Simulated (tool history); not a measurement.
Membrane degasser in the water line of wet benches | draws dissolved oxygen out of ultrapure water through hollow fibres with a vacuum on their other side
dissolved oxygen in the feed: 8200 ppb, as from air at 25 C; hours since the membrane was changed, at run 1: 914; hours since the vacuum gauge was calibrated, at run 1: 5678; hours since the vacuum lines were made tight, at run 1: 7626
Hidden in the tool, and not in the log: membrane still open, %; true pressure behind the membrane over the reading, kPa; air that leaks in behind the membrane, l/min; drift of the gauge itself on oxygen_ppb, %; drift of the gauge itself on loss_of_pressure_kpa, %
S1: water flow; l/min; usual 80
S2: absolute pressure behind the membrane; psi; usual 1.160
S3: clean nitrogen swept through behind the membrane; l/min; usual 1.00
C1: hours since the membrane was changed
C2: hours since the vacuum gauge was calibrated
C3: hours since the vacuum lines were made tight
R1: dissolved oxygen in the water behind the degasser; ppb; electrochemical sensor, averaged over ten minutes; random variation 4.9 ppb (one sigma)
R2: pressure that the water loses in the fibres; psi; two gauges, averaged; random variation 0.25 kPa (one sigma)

run	hour	S1	S2	S3	C1	C2	C3	R1	R2
1	0.0	80	1.160	1.00	914	5678	7626	693.2	9.554
2	46.6	52	1.160	1.00	960	5724	7673	492.7	6.196
3	96.3	80	1.160	1.00	1010	5774	7722	687.8	9.564
4	167.5	80	1.160	2.14	1081	5845	7794	422.4	9.593
5	209.3	80	1.160	2.14	1123	5887	7835	425.3	9.545
6	265.8	80	1.160	2.14	1179	5943	7892	423.4	9.631
7	342.8	80	1.160	1.00	1256	6020	7969	685.8	9.632
8	402.3	80	1.160	1.00	1316	6080	8028	698.1	9.597
9	433.9	80	1.160	1.00	1348	6111	8060	686.1	9.596
10	498.4	109	1.160	1.00	1412	6176	8125	879.0	13.035
11	543.3	109	1.160	1.00	1457	6221	8169	881.2	13.081
12	591.6	109	1.160	1.00	1505	6269	8218	879.0	13.049
13	629.1	109	1.160	1.00	1543	6307	8255	887.1	13.181
14	694.1	109	1.160	2.61	1608	6372	8320	529.1	13.094
15	737.0	109	1.160	2.61	1651	6415	8363	522.0	13.110
16	790.9	109	1.181	2.61	1705	6468	8417	530.2	13.159
17	825.9	109	1.181	2.61	1740	6503	8452	531.2	13.094
18	878.5	109	1.181	2.61	1792	6556	8505	536.1	13.085
19	933.6	127	2.406	0.71	1847	6611	8560	2480.6	15.223
20	981.1	127	1.446	0.71	1895	6659	8607	1485.6	15.290
21	1056.9	97	0.895	0.96	1971	6734	8683	579.4	11.655
22	1110.1	64	0.895	0.96	2024	6788	8736	402.8	7.690
23	1170.0	64	0.786	0.96	2084	6848	8796	317.4	7.670
24	1204.3	64	0.786	0.96	2118	6882	8830	316.7	7.700
25	1235.2	81	1.160	1.00	2149	6913	8861	699.1	9.693
26	1303.7	81	1.160	1.00	2217	6981	8930	696.0	9.754
27	1344.1	81	1.160	1.00	2258	7022	8970	693.0	9.765
28	1385.3	49	0.699	1.59	2299	7063	9011	136.4	5.868
29	1453.6	80	1.709	1.95	2367	7131	9080	729.3	9.702
30	1487.3	110	1.160	1.00	2401	7165	9113	896.6	13.312
31	1551.4	63	0.751	2.94	2465	7229	9178	139.8	7.651
32	1604.1	69	1.495	0.69	2518	7282	9230	1070.3	8.293

Hidden state or all else? Some run-to-run changes of R1, split into what the settings, what came in and random variation would give without the hidden state, and what is left for the hidden state (with any gauge scatter that isn't in both results):
Run 18 -> 19: S1 109 -> 127, S2 1.181 -> 2.406, S3 2.61 -> 0.71. R1 +1944.5 ppb: hidden state +9.4, all else +1935.1.
Run 19 -> 20: S2 2.406 -> 1.446. R1 -995.0 ppb: hidden state +10.1, all else -1005.1.
Run 29 -> 30: S1 80 -> 110, S2 1.709 -> 1.160, S3 1.95 -> 1.00. R1 +167.3 ppb: hidden state +18.7, all else +148.6.
Run 30 -> 31: S1 110 -> 63, S2 1.160 -> 0.751, S3 1.00 -> 2.94. R1 -756.8 ppb: hidden state -25.2, all else -731.6.
Run 31 -> 32: S1 63 -> 69, S2 0.751 -> 1.495, S3 2.94 -> 0.69. R1 +930.5 ppb: hidden state +17.9, all else +912.6.

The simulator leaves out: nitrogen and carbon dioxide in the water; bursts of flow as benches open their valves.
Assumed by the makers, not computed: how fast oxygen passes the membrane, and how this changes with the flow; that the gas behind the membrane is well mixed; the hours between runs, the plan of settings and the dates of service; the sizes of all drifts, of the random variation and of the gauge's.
